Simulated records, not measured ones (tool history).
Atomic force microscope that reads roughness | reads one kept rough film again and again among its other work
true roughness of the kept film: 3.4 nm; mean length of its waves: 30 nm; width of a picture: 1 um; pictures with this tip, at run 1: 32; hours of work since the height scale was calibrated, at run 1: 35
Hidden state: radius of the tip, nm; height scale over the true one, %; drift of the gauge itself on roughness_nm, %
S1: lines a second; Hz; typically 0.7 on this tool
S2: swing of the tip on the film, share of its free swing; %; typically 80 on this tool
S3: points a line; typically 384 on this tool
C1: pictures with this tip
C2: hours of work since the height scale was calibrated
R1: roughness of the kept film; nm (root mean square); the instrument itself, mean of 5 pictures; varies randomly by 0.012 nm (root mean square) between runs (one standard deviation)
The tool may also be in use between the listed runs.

| run | hour | S1 | S2 | S3 | C1 | C2 | R1 |
|---|---|---|---|---|---|---|---|
| 1 | 0 | 0.7 | 80 | 384 | 32 | 35 | 2.741 |
| 2 | 8.9 | 0.7 | 80 | 384 | 38 | 38 | 2.743 |
| 3 | 21.5 | 0.7 | 80 | 384 | 47 | 44 | 2.727 |
| 4 | 30.2 | 0.7 | 80 | 384 | 53 | 47 | 2.681 |
| 5 | 39.3 | 0.7 | 80 | 405 | 60 | 51 | 2.667 |
| 6 | 49 | 0.7 | 80 | 405 | 67 | 55 | 2.662 |
| 7 | 65.6 | 0.7 | 80 | 405 | 78 | 62 | 2.624 |
| 8 | 81.6 | 0.7 | 80 | 384 | 90 | 68 | 2.614 |
| 9 | 92.3 | 0.7 | 80 | 384 | 97 | 73 | 2.574 |
| 10 | 100.4 | 0.7 | 80 | 384 | 103 | 76 | 2.54 |
| 11 | 114.1 | 0.6 | 67 | 754 | 113 | 82 | 2.615 |
| 12 | 130.6 | 3.035 | 71 | 564 | 125 | 89 | 2.428 |
| 13 | 143 | 3.035 | 71 | 564 | 133 | 94 | 2.416 |
| 14 | 151.7 | 3.529 | 60 | 380 | 139 | 97 | 2.472 |
| 15 | 163.1 | 0.789 | 80 | 306 | 148 | 102 | 2.464 |
| 16 | 173.2 | 0.789 | 77 | 709 | 155 | 106 | 2.47 |
| 17 | 189.9 | 2.087 | 86 | 970 | 167 | 113 | 2.262 |
| 18 | 200.4 | 0.821 | 80 | 384 | 174 | 117 | 2.419 |
| 19 | 211.8 | 0.821 | 80 | 384 | 182 | 122 | 2.405 |

Each row is a separate what-if for the run after 19, all from the same tool condition, not one after another. Results?
| A | 227.7 | 3.723 | 88 | 747 | 193 | 129 | ? |
| B | 227.7 | 0.501 | 62 | 409 | 193 | 129 | ? |
| C | 227.7 | 0.867 | 78 | 956 | 193 | 129 | ? |
| D | 227.7 | 0.643 | 80 | 384 | 193 | 129 | ? |
| E | 227.7 | 1.563 | 57 | 384 | 193 | 129 | ? |

| run | R1 |
|---|---|
| A | 2.041 |
| B | 2.456 |
| C | 2.422 |
| D | 2.4 |
| E | 2.416 |
With the hidden condition removed and each run's random variation left untouched, the same runs would have given:
| run | R1 |
|---|---|
| A | 2.433 |
| B | 2.928 |
| C | 2.887 |
| D | 2.86 |
| E | 2.881 |

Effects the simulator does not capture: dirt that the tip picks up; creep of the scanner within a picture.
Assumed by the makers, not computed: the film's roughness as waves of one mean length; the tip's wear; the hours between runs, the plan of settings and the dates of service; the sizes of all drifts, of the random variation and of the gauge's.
